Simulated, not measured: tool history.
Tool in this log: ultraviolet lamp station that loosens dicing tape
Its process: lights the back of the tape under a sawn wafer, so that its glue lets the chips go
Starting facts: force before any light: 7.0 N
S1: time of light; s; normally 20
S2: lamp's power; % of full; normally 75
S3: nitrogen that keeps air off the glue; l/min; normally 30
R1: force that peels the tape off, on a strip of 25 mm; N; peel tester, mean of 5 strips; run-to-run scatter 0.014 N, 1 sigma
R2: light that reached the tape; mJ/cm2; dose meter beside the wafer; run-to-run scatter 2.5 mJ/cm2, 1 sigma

Run 1, hour 0.0: usual settings. Result: R1 0.640 N, R2 300 mJ/cm2.
At hour 32.3: window cleaned of glue's vapour.
Run 2, hour 46.8: usual settings but S2 86 % of full. Result: R1 0.523 N, R2 349 mJ/cm2.
Run 3, hour 115.3: usual settings but S2 86 % of full. Result: R1 0.523 N, R2 346 mJ/cm2.
Run 4, hour 172.4: usual settings but S2 86 % of full. Result: R1 0.516 N, R2 344 mJ/cm2.
Run 5, hour 202.5: usual settings. Result: R1 0.647 N, R2 300 mJ/cm2.
Run 6, hour 262.9: usual settings but S1 13 s. Result: R1 1.384 N, R2 196 mJ/cm2.
Run 7, hour 300.1: usual settings but S1 13 s. Result: R1 1.380 N, R2 190 mJ/cm2.
Run 8, hour 355.9: usual settings but S1 12 s. Result: R1 1.533 N, R2 183 mJ/cm2.
Run 9, hour 415.3: usual settings but S1 12 s. Result: R1 1.588 N, R2 180 mJ/cm2.
Run 10, hour 454.4: usual settings but S2 61 % of full. Result: R1 0.985 N, R2 244 mJ/cm2.
Run 11, hour 487.2: usual settings but S2 61 % of full. Result: R1 0.997 N, R2 242 mJ/cm2.
Run 12, hour 534.8: usual settings but S1 32 s, S2 91 % of full. Result: R1 0.243 N, R2 586 mJ/cm2.
Run 13, hour 590.0: usual settings but S1 32 s, S2 91 % of full. Result: R1 0.240 N, R2 586 mJ/cm2.
Run 14, hour 620.4: usual settings but S1 32 s, S2 91 % of full. Result: R1 0.240 N, R2 586 mJ/cm2.
At hour 624.0: window cleaned of glue's vapour.
Run 15, hour 686.7: usual settings but S1 32 s, S2 91 % of full. Result: R1 0.238 N, R2 588 mJ/cm2.
Run 16, hour 743.6: usual settings but S1 18 s, S2 90 % of full, S3 10 l/min. Result: R1 0.982 N, R2 326 mJ/cm2.
Run 17, hour 807.8: usual settings but S1 13 s, S2 99 % of full, S3 24 l/min. Result: R1 0.939 N, R2 259 mJ/cm2.
Run 18, hour 853.8: usual settings but S1 15 s, S2 69 % of full, S3 14 l/min. Result: R1 1.706 N, R2 206 mJ/cm2.
Run 19, hour 889.0: usual settings but S1 15 s, S2 69 % of full, S3 14 l/min. Result: R1 1.649 N, R2 208 mJ/cm2.
Run 20, hour 949.8: usual settings but S1 15 s, S2 69 % of full, S3 14 l/min. Result: R1 1.736 N, R2 208 mJ/cm2.
At hour 961.2: lamp changed.
Run 21, hour 1009.6: usual settings but S1 31 s, S2 82 % of full. Result: R1 0.274 N, R2 510 mJ/cm2.

What if the next run were any one of these 5? Each begins from the tool's condition after run 21:
Run A, hour 1078.1: usual settings but S1 32 s, S2 66 % of full, S3 10 l/min. Result: R1 ?, R2 ?.
Run B, hour 1078.1: usual settings but S1 31 s, S2 60 % of full. Result: R1 ?, R2 ?.
Run C, hour 1078.1: usual settings but S1 31 s, S2 74 % of full. Result: R1 ?, R2 ?.
Run D, hour 1078.1: usual settings but S1 37 s, S2 63 % of full, S3 11 l/min. Result: R1 ?, R2 ?.
Run E, hour 1078.1: usual settings but S2 74 % of full. Result: R1 ?, R2 ?.

run     R1   R2
  A  0.591  423
  B  0.447  371
  C  0.314  461
  D  0.485  468
  E  0.681  296
What these runs would have given with no unlogged condition in the tool:
run     R1   R2
  A  0.590  424
  B  0.446  371
  C  0.314  462
  D  0.484  468
  E  0.680  296
